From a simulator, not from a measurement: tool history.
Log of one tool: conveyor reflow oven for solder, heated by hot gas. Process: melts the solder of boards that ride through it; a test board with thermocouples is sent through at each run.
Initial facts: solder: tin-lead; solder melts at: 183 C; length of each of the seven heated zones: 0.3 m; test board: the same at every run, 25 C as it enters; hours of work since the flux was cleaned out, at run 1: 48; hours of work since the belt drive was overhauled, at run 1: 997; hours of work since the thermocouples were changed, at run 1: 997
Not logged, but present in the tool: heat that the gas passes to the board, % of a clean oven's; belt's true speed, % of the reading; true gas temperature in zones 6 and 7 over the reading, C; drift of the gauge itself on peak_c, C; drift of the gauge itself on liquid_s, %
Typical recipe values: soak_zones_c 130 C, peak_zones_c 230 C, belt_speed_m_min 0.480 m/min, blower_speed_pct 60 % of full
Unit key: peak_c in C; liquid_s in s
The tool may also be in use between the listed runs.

run   hour  soak_zones_c  peak_zones_c  belt_speed_m_min  blower_speed_pct  hours of work since the flux was cleaned out  hours of work since the belt drive was overhauled  hours of work since the thermocouples were changed  peak_c  liquid_s
  1    0.0           130           230             0.480                60                                            48                                                997                                                 997   207.3      43.7
  2   91.4           130           226             0.480                60                                           116                                               1065                                                1065   203.3      39.2
  3  182.6           130           231             0.480                60                                           185                                               1134                                                1134   206.8      43.6
  4  256.0           130           230             0.485                60                                           240                                               1189                                                1189   204.2      40.8
     268.4  -- flux residue cleaned out of gas plates and filters
     293.9  -- thermocouples of zones 6 and 7 changed
  5  303.3           130           230             0.485                60                                            25                                               1219                                                   7   205.8      41.6
     314.7  -- belt drive overhauled, speed set with a stopwatch
  6  349.4           130           230             0.485                60                                            56                                                 26                                                  39   204.3      37.9
  7  400.2           130           230             0.485                60                                            94                                                 64                                                  77   203.9      38.5
  8  476.3           121           232             0.480                60                                           151                                                121                                                 134   203.0      35.0
  9  520.8           121           232             0.452                60                                           185                                                155                                                 167   204.5      39.0
 10  599.5           133           231             0.383                59                                           244                                                214                                                 226   212.2      61.2

Consider 3 possible next runs. They are alternatives, not a sequence: every one starts from the tool as it was left by run 10. What does each give?
     663.6  -- flux residue cleaned out of gas plates and filters
  A  674.8           143           237             0.393                59                                             8                                                267                                                 279       ?         ?
     663.6  -- flux residue cleaned out of gas plates and filters
  B  674.8           137           222             0.504                59                                             8                                                267                                                 279       ?         ?
     663.6  -- flux residue cleaned out of gas plates and filters
  C  674.8           117           244             0.458                60                                             8                                                267                                                 279       ?         ?

run  peak_c  liquid_s
  A   224.4      77.6
  B   202.4      39.4
  C   220.9      55.0
With the hidden condition removed and each run's random variation left untouched, the same runs would have given:
run  peak_c  liquid_s
  A   224.9      77.9
  B   202.9      39.9
  C   221.5      55.4
